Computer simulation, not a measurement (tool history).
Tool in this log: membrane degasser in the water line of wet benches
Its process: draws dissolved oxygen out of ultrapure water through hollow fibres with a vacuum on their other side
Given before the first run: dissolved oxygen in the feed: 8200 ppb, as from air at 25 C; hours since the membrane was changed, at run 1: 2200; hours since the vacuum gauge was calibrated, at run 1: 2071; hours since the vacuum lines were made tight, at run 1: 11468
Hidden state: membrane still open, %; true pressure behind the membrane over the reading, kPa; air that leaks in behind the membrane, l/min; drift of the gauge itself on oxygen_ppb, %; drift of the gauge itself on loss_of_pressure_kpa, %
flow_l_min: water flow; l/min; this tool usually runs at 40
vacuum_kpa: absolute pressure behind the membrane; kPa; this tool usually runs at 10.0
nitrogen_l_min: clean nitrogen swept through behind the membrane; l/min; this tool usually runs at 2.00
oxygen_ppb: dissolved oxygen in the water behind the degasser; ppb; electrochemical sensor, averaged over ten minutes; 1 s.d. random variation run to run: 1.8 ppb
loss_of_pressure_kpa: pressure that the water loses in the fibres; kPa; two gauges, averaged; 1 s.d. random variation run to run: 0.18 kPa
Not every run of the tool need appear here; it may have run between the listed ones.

| run | hour | flow_l_min | vacuum_kpa | nitrogen_l_min | hours since the membrane was changed | hours since the vacuum gauge was calibrated | hours since the vacuum lines were made tight | oxygen_ppb | loss_of_pressure_kpa |
|---|---|---|---|---|---|---|---|---|---|
| 1 | 0.0 | 40 | 10.0 | 2.00 | 2200 | 2071 | 11468 | 303.8 | 30.93 |
| 2 | 43.0 | 40 | 8.7 | 2.00 | 2243 | 2114 | 11511 | 249.1 | 31.08 |
| 3 | 97.9 | 40 | 10.0 | 2.00 | 2298 | 2169 | 11566 | 307.2 | 30.92 |
| 4 | 135.0 | 40 | 10.0 | 1.43 | 2335 | 2206 | 11603 | 402.8 | 30.99 |
| 5 | 197.6 | 40 | 10.0 | 1.43 | 2397 | 2268 | 11666 | 403.2 | 30.49 |
| 6 | 243.1 | 40 | 10.0 | 3.55 | 2443 | 2314 | 11711 | 186.1 | 31.01 |
| 7 | 281.0 | 40 | 10.0 | 2.00 | 2481 | 2352 | 11749 | 305.1 | 30.91 |
| 8 | 320.0 | 40 | 10.0 | 2.00 | 2520 | 2391 | 11788 | 307.4 | 30.91 |
| 9 | 374.3 | 40 | 6.4 | 2.00 | 2574 | 2445 | 11843 | 151.4 | 31.14 |
| 10 | 407.8 | 40 | 6.4 | 2.00 | 2607 | 2479 | 11876 | 152.5 | 31.07 |
| 11 | 467.6 | 40 | 10.3 | 2.00 | 2667 | 2538 | 11936 | 324.7 | 31.26 |
| 12 | 521.6 | 40 | 10.3 | 2.00 | 2721 | 2592 | 11990 | 317.0 | 31.00 |
| 13 | 559.7 | 40 | 10.3 | 2.00 | 2759 | 2631 | 12028 | 316.8 | 30.92 |
| 14 | 589.3 | 40 | 10.0 | 2.00 | 2789 | 2660 | 12058 | 304.6 | 30.99 |
| 15 | 648.4 | 38 | 21.0 | 1.15 | 2848 | 2719 | 12117 | 1100.0 | 29.85 |
| 16 | 705.6 | 58 | 11.7 | 3.16 | 2905 | 2776 | 12174 | 355.7 | 45.30 |
| 17 | 749.4 | 58 | 11.7 | 3.16 | 2949 | 2820 | 12218 | 352.8 | 45.07 |
| 18 | 808.4 | 58 | 11.7 | 3.16 | 3008 | 2879 | 12277 | 353.7 | 45.12 |
| 19 | 868.8 | 58 | 11.7 | 3.16 | 3069 | 2940 | 12337 | 352.1 | 45.23 |
| 20 | 915.5 | 58 | 11.7 | 3.16 | 3115 | 2986 | 12384 | 356.4 | 45.20 |
| 21 | 963.0 | 46 | 23.3 | 2.00 | 3163 | 3034 | 12431 | 922.9 | 35.88 |
| 22 | 1009.7 | 46 | 23.3 | 2.00 | 3209 | 3081 | 12478 | 934.6 | 35.98 |
| 23 | 1070.6 | 49 | 9.1 | 2.00 | 3270 | 3141 | 12539 | 318.1 | 37.96 |
| 24 | 1127.6 | 55 | 11.0 | 3.17 | 3327 | 3199 | 12596 | 314.1 | 43.18 |
| 25 | 1180.3 | 41 | 7.3 | 0.88 | 3380 | 3251 | 12649 | 376.6 | 31.85 |
| 26 | 1229.5 | 41 | 7.3 | 0.88 | 3429 | 3300 | 12698 | 373.4 | 31.95 |
| 27 | 1254.9 | 31 | 8.6 | 4.46 | 3455 | 3326 | 12723 | 96.2 | 23.97 |
| 28 | 1289.4 | 31 | 8.6 | 4.46 | 3489 | 3360 | 12758 | 97.6 | 24.15 |

Consider 5 possible next runs. They are alternatives, not a sequence: every one starts from the tool as it was left by run 28. What does each give?
| A | 1330.3 | 40 | 9.0 | 2.96 | 3530 | 3401 | 12799 | ? | ? |
| B | 1330.3 | 40 | 10.0 | 2.52 | 3530 | 3401 | 12799 | ? | ? |
| C | 1330.3 | 54 | 10.7 | 0.83 | 3530 | 3401 | 12799 | ? | ? |
| D | 1330.3 | 24 | 12.6 | 2.64 | 3530 | 3401 | 12799 | ? | ? |
| E | 1330.3 | 37 | 17.9 | 1.58 | 3530 | 3401 | 12799 | ? | ? |

| run | oxygen_ppb | loss_of_pressure_kpa |
|---|---|---|
| A | 188.9 | 31.49 |
| B | 254.0 | 31.29 |
| C | 823.0 | 41.95 |
| D | 208.3 | 18.52 |
| E | 717.3 | 28.67 |
Without the tool's hidden state the same runs would have given:
| run | oxygen_ppb | loss_of_pressure_kpa |
|---|---|---|
| A | 182.0 | 30.85 |
| B | 246.0 | 30.65 |
| C | 810.1 | 41.10 |
| D | 201.0 | 18.14 |
| E | 705.0 | 28.09 |
